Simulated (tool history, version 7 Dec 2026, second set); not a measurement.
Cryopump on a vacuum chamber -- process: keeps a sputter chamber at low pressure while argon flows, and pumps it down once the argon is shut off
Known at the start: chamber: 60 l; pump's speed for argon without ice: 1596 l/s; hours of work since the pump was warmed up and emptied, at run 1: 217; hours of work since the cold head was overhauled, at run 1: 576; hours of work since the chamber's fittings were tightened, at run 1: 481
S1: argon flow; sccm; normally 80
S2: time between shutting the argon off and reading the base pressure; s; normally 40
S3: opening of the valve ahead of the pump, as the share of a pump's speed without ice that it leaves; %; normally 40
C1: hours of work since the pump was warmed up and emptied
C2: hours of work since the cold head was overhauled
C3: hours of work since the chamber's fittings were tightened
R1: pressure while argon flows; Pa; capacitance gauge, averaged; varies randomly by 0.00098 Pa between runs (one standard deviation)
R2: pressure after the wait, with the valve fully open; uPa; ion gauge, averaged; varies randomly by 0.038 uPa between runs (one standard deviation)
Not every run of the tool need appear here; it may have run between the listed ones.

run,day,S1,S2,S3,C1,C2,C3,R1,R2
1,0.000,80,40,40,217,576,481,0.2315,2.53
2,2.146,80,40,30,243,602,507,0.3043,2.66
3,6.038,80,40,40,290,649,554,0.2399,2.58
# day 8.850: pump warmed up, emptied and cooled again
4,9.517,80,40,40,8,688,593,0.2130,2.44
5,13.058,80,40,25,51,731,636,0.3471,2.44
6,16.725,80,40,25,95,775,680,0.3459,2.54
7,18.508,80,40,25,116,797,702,0.3480,2.49
8,21.038,80,40,25,147,827,732,0.3494,2.53
9,24.333,80,40,25,187,867,772,0.3563,2.63
10,28.079,80,40,40,232,912,817,0.2343,2.73
11,31.754,80,40,40,276,957,861,0.2366,2.75
12,34.346,80,40,40,307,988,893,0.2433,2.79
# day 35.717: pump warmed up, emptied and cooled again
13,37.300,40,40,40,19,1021,926,0.1076,2.54
14,41.188,80,40,55,66,1068,973,0.1598,2.71
15,43.067,80,40,55,89,1090,995,0.1619,2.63
16,46.312,80,40,55,128,1130,1034,0.1653,2.76
17,49.467,80,40,18,166,1168,1072,0.4886,2.69
18,52.346,90,91,40,201,1202,1107,0.2586,1.74
19,54.479,90,91,40,226,1228,1133,0.2610,1.74
20,56.683,90,91,40,253,1255,1159,0.2646,1.76
21,58.788,80,146,44,278,1280,1185,0.2207,1.52
22,61.717,152,90,40,313,1315,1220,0.4617,1.90
# day 62.683: pump warmed up, emptied and cooled again
23,65.367,61,21,50,32,1357,1262,0.1307,4.59
24,69.288,128,33,18,80,1404,1309,0.7603,3.30
25,72.150,128,125,22,114,1439,1343,0.6309,1.47
26,74.721,128,131,32,145,1470,1374,0.4405,1.49
27,76.571,132,40,45,167,1492,1397,0.3345,2.89
28,80.433,74,299,45,214,1539,1443,0.1926,1.31
29,83.442,74,147,50,250,1575,1480,0.1790,1.65
30,85.379,74,147,50,274,1598,1503,0.1805,1.61
31,87.196,74,134,31,296,1620,1525,0.2785,1.71
# day 89.583: pump warmed up, emptied and cooled again
32,90.079,74,134,31,6,1652,1557,0.2546,1.44
33,92.367,80,40,16,34,1680,1585,0.5338,2.92

Difference, measured minus no-hidden-state, one row per run. Run-to-run variation is common to both terms; the gauge's own scatter need not be:
Hidden state at play: pump's speed, % of a pump's without ice; cold plate's temperature, K; leak into the chamber, uPa l/s; drift of the gauge itself on working_pa, %; drift of the gauge itself on base_upa, %.
run,R1,R2
1,+0.0185,+0.34
2,+0.0213,+0.38
3,+0.0264,+0.42
4,+0.0015,+0.29
5,+0.0047,+0.32
6,+0.0081,+0.37
7,+0.0099,+0.38
8,+0.0125,+0.42
9,+0.0168,+0.47
10,+0.0216,+0.53
11,+0.0265,+0.58
12,+0.0309,+0.62
13,+0.0011,+0.43
14,+0.0057,+0.50
15,+0.0077,+0.50
16,+0.0112,+0.56
17,+0.0148,+0.59
18,+0.0203,+0.67
19,+0.0231,+0.68
20,+0.0262,+0.72
21,+0.0263,+0.77
22,+0.0584,+0.82
23,+0.0021,+0.60
24,+0.0103,+0.66
25,+0.0148,+0.68
26,+0.0191,+0.73
27,+0.0237,+0.75
28,+0.0176,+0.83
29,+0.0214,+0.90
30,+0.0240,+0.92
31,+0.0265,+0.95
32,+0.0011,+0.70
33,+0.0030,+0.75
